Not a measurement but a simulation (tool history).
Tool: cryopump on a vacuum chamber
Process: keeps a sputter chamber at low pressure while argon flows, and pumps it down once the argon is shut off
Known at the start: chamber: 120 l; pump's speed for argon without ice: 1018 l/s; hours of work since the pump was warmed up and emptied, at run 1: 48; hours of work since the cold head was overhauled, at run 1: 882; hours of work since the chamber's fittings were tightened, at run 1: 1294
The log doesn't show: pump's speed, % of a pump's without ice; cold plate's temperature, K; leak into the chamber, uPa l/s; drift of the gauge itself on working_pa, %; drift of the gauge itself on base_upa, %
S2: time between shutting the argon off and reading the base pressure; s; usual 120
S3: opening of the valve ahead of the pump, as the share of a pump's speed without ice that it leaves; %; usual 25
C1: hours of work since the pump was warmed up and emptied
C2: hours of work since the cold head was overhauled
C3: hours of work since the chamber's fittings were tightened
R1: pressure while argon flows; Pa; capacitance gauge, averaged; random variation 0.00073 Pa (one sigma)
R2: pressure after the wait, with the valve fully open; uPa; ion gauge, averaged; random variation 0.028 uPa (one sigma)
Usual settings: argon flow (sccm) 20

{"run": 1, "hour": 0.0, "argon flow (sccm)": 20, "S2": 120, "S3": 25, "C1": 48, "C2": 882, "C3": 1294, "R1": 0.134, "R2": 3.15}
{"run": 2, "hour": 51.3, "argon flow (sccm)": 20, "S2": 120, "S3": 39, "C1": 71, "C2": 905, "C3": 1317, "R1": 0.0861, "R2": 2.98}
{"run": 3, "hour": 111.1, "argon flow (sccm)": 20, "S2": 120, "S3": 47, "C1": 98, "C2": 932, "C3": 1343, "R1": 0.073, "R2": 3.09}
{"run": 4, "hour": 173.9, "argon flow (sccm)": 20, "S2": 120, "S3": 47, "C1": 125, "C2": 959, "C3": 1371, "R1": 0.0731, "R2": 3.18}
{"run": 5, "hour": 235.9, "argon flow (sccm)": 20, "S2": 285, "S3": 25, "C1": 153, "C2": 987, "C3": 1398, "R1": 0.1335, "R2": 2.68}
{"run": 6, "hour": 265.8, "argon flow (sccm)": 20, "S2": 285, "S3": 25, "C1": 166, "C2": 1000, "C3": 1411, "R1": 0.1367, "R2": 2.63}
{"run": 7, "hour": 320.9, "argon flow (sccm)": 20, "S2": 231, "S3": 25, "C1": 190, "C2": 1024, "C3": 1436, "R1": 0.136, "R2": 2.88}
{"run": 8, "hour": 369.0, "argon flow (sccm)": 20, "S2": 120, "S3": 25, "C1": 212, "C2": 1046, "C3": 1457, "R1": 0.1351, "R2": 3.52}
{"run": 9, "hour": 422.4, "argon flow (sccm)": 20, "S2": 120, "S3": 25, "C1": 235, "C2": 1069, "C3": 1481, "R1": 0.1359, "R2": 3.42}
{"run": 10, "hour": 454.9, "argon flow (sccm)": 21, "S2": 120, "S3": 25, "C1": 250, "C2": 1084, "C3": 1495, "R1": 0.1439, "R2": 3.42}
{"run": 11, "hour": 512.1, "argon flow (sccm)": 20, "S2": 27, "S3": 25, "C1": 275, "C2": 1109, "C3": 1521, "R1": 0.1364, "R2": 6.8}
{"run": 12, "hour": 569.4, "argon flow (sccm)": 20, "S2": 23, "S3": 34, "C1": 300, "C2": 1134, "C3": 1546, "R1": 0.1014, "R2": 7.85}
{"run": 13, "hour": 603.4, "argon flow (sccm)": 34, "S2": 276, "S3": 19, "C1": 316, "C2": 1150, "C3": 1561, "R1": 0.3048, "R2": 3.08}
{"run": 14, "hour": 651.8, "argon flow (sccm)": 20, "S2": 61, "S3": 32, "C1": 337, "C2": 1171, "C3": 1582, "R1": 0.1092, "R2": 4.54}
{"run": 15, "hour": 697.9, "argon flow (sccm)": 20, "S2": 228, "S3": 25, "C1": 357, "C2": 1191, "C3": 1603, "R1": 0.1383, "R2": 3.22}
{"run": 16, "hour": 749.1, "argon flow (sccm)": 20, "S2": 228, "S3": 25, "C1": 380, "C2": 1214, "C3": 1625, "R1": 0.1381, "R2": 3.34}
{"run": 17, "hour": 780.1, "argon flow (sccm)": 10, "S2": 76, "S3": 17, "C1": 394, "C2": 1228, "C3": 1639, "R1": 0.1005, "R2": 4.44}
{"run": 18, "hour": 816.3, "argon flow (sccm)": 23, "S2": 28, "S3": 17, "C1": 410, "C2": 1244, "C3": 1655, "R1": 0.2321, "R2": 7.06}
{"run": 19, "hour": 869.2, "argon flow (sccm)": 20, "S2": 36, "S3": 33, "C1": 433, "C2": 1267, "C3": 1679, "R1": 0.1077, "R2": 6.23}
{"run": 20, "hour": 920.0, "argon flow (sccm)": 20, "S2": 29, "S3": 59, "C1": 456, "C2": 1290, "C3": 1701, "R1": 0.0628, "R2": 7.24}
{"run": 21, "hour": 946.2, "argon flow (sccm)": 34, "S2": 29, "S3": 31, "C1": 467, "C2": 1301, "C3": 1713, "R1": 0.194, "R2": 7.2}

Forecast each of these 5 alternatives for the next run:
{"run": "A", "hour": 995.7, "argon flow (sccm)": 34, "S2": 271, "S3": 50, "C1": 489, "C2": 1323, "C3": 1735, "R1": "?", "R2": "?"}
{"run": "B", "hour": 995.7, "argon flow (sccm)": 11, "S2": 29, "S3": 31, "C1": 489, "C2": 1323, "C3": 1735, "R1": "?", "R2": "?"}
{"run": "C", "hour": 995.7, "argon flow (sccm)": 20, "S2": 35, "S3": 25, "C1": 489, "C2": 1323, "C3": 1735, "R1": "?", "R2": "?"}
{"run": "D", "hour": 995.7, "argon flow (sccm)": 9, "S2": 120, "S3": 25, "C1": 489, "C2": 1323, "C3": 1735, "R1": "?", "R2": "?"}
{"run": "E", "hour": 995.7, "argon flow (sccm)": 12, "S2": 89, "S3": 31, "C1": 489, "C2": 1323, "C3": 1735, "R1": "?", "R2": "?"}

run=A R1=0.1262 R2=3.58
run=B R1=0.0621 R2=7.32
run=C R1=0.1406 R2=6.53
run=D R1=0.0632 R2=4.08
run=E R1=0.0676 R2=4.36
Without the tool's hidden state the same runs would have given:
run=A R1=0.1135 R2=0.75
run=B R1=0.0581 R2=4.52
run=C R1=0.1331 R2=3.77
run=D R1=0.0598 R2=1.29
run=E R1=0.0632 R2=1.61
